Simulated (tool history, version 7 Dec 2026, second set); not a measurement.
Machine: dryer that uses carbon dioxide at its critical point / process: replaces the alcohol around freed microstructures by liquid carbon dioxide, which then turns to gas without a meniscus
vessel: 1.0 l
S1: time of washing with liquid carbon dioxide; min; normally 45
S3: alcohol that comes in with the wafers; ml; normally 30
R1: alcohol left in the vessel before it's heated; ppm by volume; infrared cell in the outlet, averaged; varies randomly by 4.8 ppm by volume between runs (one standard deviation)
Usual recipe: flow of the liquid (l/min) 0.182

{"run": 1, "day": 0.0, "S1": 45, "flow of the liquid (l/min)": 0.182, "S3": 30, "R1": 42}
{"run": 2, "day": 0.325, "S1": 45, "flow of the liquid (l/min)": 0.182, "S3": 30, "R1": 41}
{"run": 3, "day": 0.708, "S1": 45, "flow of the liquid (l/min)": 0.182, "S3": 52, "R1": 72}
{"run": 4, "day": 0.95, "S1": 32, "flow of the liquid (l/min)": 0.182, "S3": 52, "R1": 417}
{"run": 5, "day": 1.121, "S1": 45, "flow of the liquid (l/min)": 0.195, "S3": 30, "R1": 38}
{"run": 6, "day": 1.329, "S1": 45, "flow of the liquid (l/min)": 0.214, "S3": 30, "R1": 13}
{"run": 7, "day": 1.588, "S1": 45, "flow of the liquid (l/min)": 0.214, "S3": 30, "R1": 18}
{"run": 8, "day": 1.821, "S1": 45, "flow of the liquid (l/min)": 0.214, "S3": 30, "R1": 22}
{"run": 9, "day": 2.046, "S1": 45, "flow of the liquid (l/min)": 0.182, "S3": 28, "R1": 41}
{"run": 10, "day": 2.267, "S1": 45, "flow of the liquid (l/min)": 0.182, "S3": 28, "R1": 45}
{"run": 11, "day": 2.512, "S1": 50, "flow of the liquid (l/min)": 0.132, "S3": 90, "R1": 422}
{"run": 12, "day": 2.883, "S1": 50, "flow of the liquid (l/min)": 0.132, "S3": 90, "R1": 434}
{"run": 13, "day": 3.05, "S1": 55, "flow of the liquid (l/min)": 0.114, "S3": 30, "R1": 203}
{"run": 14, "day": 3.296, "S1": 45, "flow of the liquid (l/min)": 0.165, "S3": 30, "R1": 78}
{"run": 15, "day": 3.5, "S1": 38, "flow of the liquid (l/min)": 0.237, "S3": 23, "R1": 25}
{"run": 16, "day": 3.817, "S1": 64, "flow of the liquid (l/min)": 0.149, "S3": 113, "R1": 46}

The next listed run, before its measurement:
{"run": 17, "day": 4.108, "S1": 64, "flow of the liquid (l/min)": 0.149, "S3": 113, "R1": "?"}

{"run 17": {"R1": 55}}
Take away the tool's hidden state, keep the run-to-run variation as it was, and the same run would have given R1 37 ppm by volume.

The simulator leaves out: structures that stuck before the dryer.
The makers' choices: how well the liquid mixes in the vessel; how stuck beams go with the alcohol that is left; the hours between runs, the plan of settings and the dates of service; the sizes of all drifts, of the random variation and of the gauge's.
